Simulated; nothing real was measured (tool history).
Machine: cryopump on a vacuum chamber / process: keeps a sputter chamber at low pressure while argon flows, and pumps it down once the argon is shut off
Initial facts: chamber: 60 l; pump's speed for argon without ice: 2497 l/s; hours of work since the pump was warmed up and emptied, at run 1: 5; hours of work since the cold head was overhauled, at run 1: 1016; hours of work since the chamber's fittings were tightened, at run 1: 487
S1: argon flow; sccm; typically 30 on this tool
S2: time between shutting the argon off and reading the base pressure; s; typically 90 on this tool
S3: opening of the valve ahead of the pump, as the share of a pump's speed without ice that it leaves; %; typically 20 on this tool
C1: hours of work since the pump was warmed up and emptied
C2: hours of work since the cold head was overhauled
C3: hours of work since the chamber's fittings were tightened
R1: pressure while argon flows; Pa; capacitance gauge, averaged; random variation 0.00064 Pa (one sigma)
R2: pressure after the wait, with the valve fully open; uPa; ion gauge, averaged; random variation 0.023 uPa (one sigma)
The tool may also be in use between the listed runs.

| run | hour | S1 | S2 | S3 | C1 | C2 | C3 | R1 | R2 |
|---|---|---|---|---|---|---|---|---|---|
| 1 | 0.0 | 30 | 90 | 20 | 5 | 1016 | 487 | 0.1015 | 1.46 |
| 2 | 88.2 | 30 | 90 | 20 | 51 | 1063 | 533 | 0.1020 | 1.48 |
| 3 | 150.5 | 30 | 90 | 20 | 84 | 1095 | 566 | 0.1023 | 1.56 |
| 4 | 248.4 | 30 | 90 | 20 | 135 | 1147 | 617 | 0.1021 | 1.63 |
| 5 | 312.3 | 30 | 90 | 20 | 169 | 1180 | 651 | 0.1019 | 1.71 |
| 6 | 414.9 | 30 | 90 | 44 | 223 | 1234 | 705 | 0.0468 | 1.77 |
| 7 | 502.4 | 30 | 90 | 44 | 269 | 1280 | 751 | 0.0481 | 1.87 |
| 8 | 588.6 | 30 | 90 | 44 | 314 | 1325 | 796 | 0.0474 | 1.95 |
| 9 | 650.9 | 35 | 90 | 27 | 347 | 1358 | 828 | 0.0904 | 2.05 |
| 10 | 765.4 | 35 | 79 | 20 | 407 | 1418 | 889 | 0.1223 | 2.19 |
| 11 | 882.2 | 14 | 90 | 36 | 468 | 1479 | 950 | 0.0287 | 2.31 |
| 12 | 934.2 | 14 | 90 | 36 | 495 | 1506 | 977 | 0.0281 | 2.34 |
| 13 | 990.3 | 20 | 90 | 20 | 524 | 1536 | 1006 | 0.0703 | 2.38 |
| 14 | 1056.8 | 30 | 23 | 29 | 559 | 1571 | 1041 | 0.0746 | 4.31 |
| 15 | 1128.7 | 14 | 38 | 17 | 597 | 1608 | 1079 | 0.0582 | 3.38 |

Each row is a separate what-if for the run after 15, all from the same tool condition, not one after another. Results?
| A | 1186.5 | 15 | 42 | 27 | 627 | 1639 | 1109 | ? | ? |
| B | 1186.5 | 14 | 30 | 17 | 627 | 1639 | 1109 | ? | ? |
| C | 1186.5 | 32 | 38 | 17 | 627 | 1639 | 1109 | ? | ? |
| D | 1186.5 | 48 | 247 | 39 | 627 | 1639 | 1109 | ? | ? |
| E | 1186.5 | 14 | 205 | 17 | 627 | 1639 | 1109 | ? | ? |

| run | R1 | R2 |
|---|---|---|
| A | 0.0395 | 3.37 |
| B | 0.0585 | 3.88 |
| C | 0.1319 | 3.44 |
| D | 0.0905 | 2.10 |
| E | 0.0577 | 2.26 |
Without the tool's unlogged condition, the same runs would have read:
| run | R1 | R2 |
|---|---|---|
| A | 0.0374 | 1.52 |
| B | 0.0566 | 2.05 |
| C | 0.1274 | 1.62 |
| D | 0.0838 | 0.33 |
| E | 0.0557 | 0.42 |
